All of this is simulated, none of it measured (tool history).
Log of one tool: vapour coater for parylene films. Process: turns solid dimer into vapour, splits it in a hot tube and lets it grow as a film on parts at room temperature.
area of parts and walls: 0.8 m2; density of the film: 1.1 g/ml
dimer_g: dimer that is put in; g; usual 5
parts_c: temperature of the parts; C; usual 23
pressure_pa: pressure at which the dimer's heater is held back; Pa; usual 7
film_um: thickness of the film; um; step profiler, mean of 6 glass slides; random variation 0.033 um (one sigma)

run   hour  dimer_g  parts_c  pressure_pa  film_um
  1      0        5       23            7     3.35
  2   11.6        5       23            7     3.33
  3   26.1        5       23            7     3.29
  4   37.7        4       23            7     2.61
  5     53        5       23            7     3.27
  6   71.9        5       23          2.4     4.16
  7   89.9        5       23          2.4     4.11
  8  110.3        5       23            7      3.2
  9  121.8        5       23            7     3.16
 10  135.8        5       23         6.03     3.25
 11  149.3        5       23         6.03     3.23
 12    159        5       23          2.1     4.16
 13  182.5        5       19         11.9     3.27
 14  201.7        5       19         11.9     3.29
     207.3  -- trap's valve overhauled
 15    219        2       19         2.17     1.78
 16  238.3        2       19         2.17     1.77
 17  259.6        2       25         7.85     0.99
 18    282        6       20         3.67     4.41
     295.7  -- trap's valve overhauled, once more
 19  299.7        3       25            7     1.88
 20  320.1        6       18            7     5.34
 21  329.9        6       18            7     5.27
 22  339.9        7       30          3.9     3.96
 23  358.1        7       30          3.9     3.95

Some steps in film_um between neighbouring runs. How much of each would the tool show without its hidden state too (settings, what came in, random variation), and how much is left for the hidden state, with any gauge scatter that isn't in both results?
The hidden state here: vapour lost through the trap's worn valve, %; true temperature of the parts over the reading, C; drift of the gauge itself on film_um, %.
Run 17 -> 18: dimer_g 2 -> 6, parts_c 25 -> 20, pressure_pa 7.85 -> 3.67. film_um +3.42 um: hidden state -1, all else +4.42.
Run 18 -> 19: dimer_g 6 -> 3, parts_c 20 -> 25, pressure_pa 3.67 -> 7, trap's valve overhauled, once more. film_um -2.53 um: hidden state +1.24, all else -3.77.
Run 19 -> 20: dimer_g 3 -> 6, parts_c 25 -> 18. film_um +3.46 um: hidden state -0.12, all else +3.58.
